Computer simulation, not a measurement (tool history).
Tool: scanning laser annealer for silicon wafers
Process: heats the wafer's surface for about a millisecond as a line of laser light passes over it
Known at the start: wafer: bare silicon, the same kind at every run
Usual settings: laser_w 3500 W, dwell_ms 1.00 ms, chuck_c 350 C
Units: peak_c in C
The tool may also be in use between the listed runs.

Run 1, day 0.000: usual settings. Result: peak_c 1121 C.
Run 2, day 1.154: usual settings. Result: peak_c 1123 C.
Run 3, day 2.525: usual settings. Result: peak_c 1120 C.
Run 4, day 4.025: usual settings but laser_w 3037 W. Result: peak_c 990 C.
Run 5, day 5.192: usual settings but laser_w 3037 W. Result: peak_c 988 C.
Run 6, day 6.271: usual settings but laser_w 3037 W. Result: peak_c 988 C.
Run 7, day 7.600: usual settings but dwell_ms 1.11 ms. Result: peak_c 1154 C.
Run 8, day 8.300: usual settings but laser_w 3012 W. Result: peak_c 981 C.
Run 9, day 8.958: usual settings but dwell_ms 1.24 ms. Result: peak_c 1185 C.
At day 9.154: laser's power meter calibrated.
Run 10, day 10.383: usual settings but laser_w 3796 W. Result: peak_c 1203 C.
Run 11, day 11.042: usual settings but laser_w 3584 W, dwell_ms 0.72 ms, chuck_c 317 C. Result: peak_c 1002 C.
Run 12, day 12.404: usual settings but laser_w 3120 W, dwell_ms 1.05 ms. Result: peak_c 1021 C.
Run 13, day 14.033: usual settings but laser_w 3120 W, dwell_ms 1.05 ms. Result: peak_c 1019 C.
Run 14, day 15.029: usual settings but laser_w 3218 W, dwell_ms 1.07 ms. Result: peak_c 1048 C.
At day 15.917: laser's power meter calibrated, once more.
Run 15, day 16.621: usual settings but laser_w 3218 W, dwell_ms 1.07 ms. Result: peak_c 1054 C.
Run 16, day 17.958: usual settings but laser_w 3218 W, dwell_ms 1.07 ms. Result: peak_c 1047 C.
At day 18.250: window over the wafer cleaned.
Run 17, day 19.592: usual settings but laser_w 3477 W, dwell_ms 0.74 ms, chuck_c 363 C. Result: peak_c 1041 C.
Run 18, day 20.617: usual settings but laser_w 3504 W, dwell_ms 0.84 ms. Result: peak_c 1073 C.
Run 19, day 22.012: usual settings but dwell_ms 1.02 ms. Result: peak_c 1136 C.

Measured less the same run without the tool's hidden state. The same run-to-run variation is in both; the gauge's scatter may not be:
The hidden state here: light that passes the window, % of a clean one's; laser's true power over the reading, %; width of the line over the set one, %; drift of the gauge itself on peak_c, C.
run  peak_c
  1     -19
  2     -20
  3     -22
  4     -19
  5     -20
  6     -21
  7     -27
  8     -22
  9     -30
 10     -31
 11     -25
 12     -26
 13     -28
 14     -29
 15     -32
 16     -33
 17     -11
 18     -12
 19     -15

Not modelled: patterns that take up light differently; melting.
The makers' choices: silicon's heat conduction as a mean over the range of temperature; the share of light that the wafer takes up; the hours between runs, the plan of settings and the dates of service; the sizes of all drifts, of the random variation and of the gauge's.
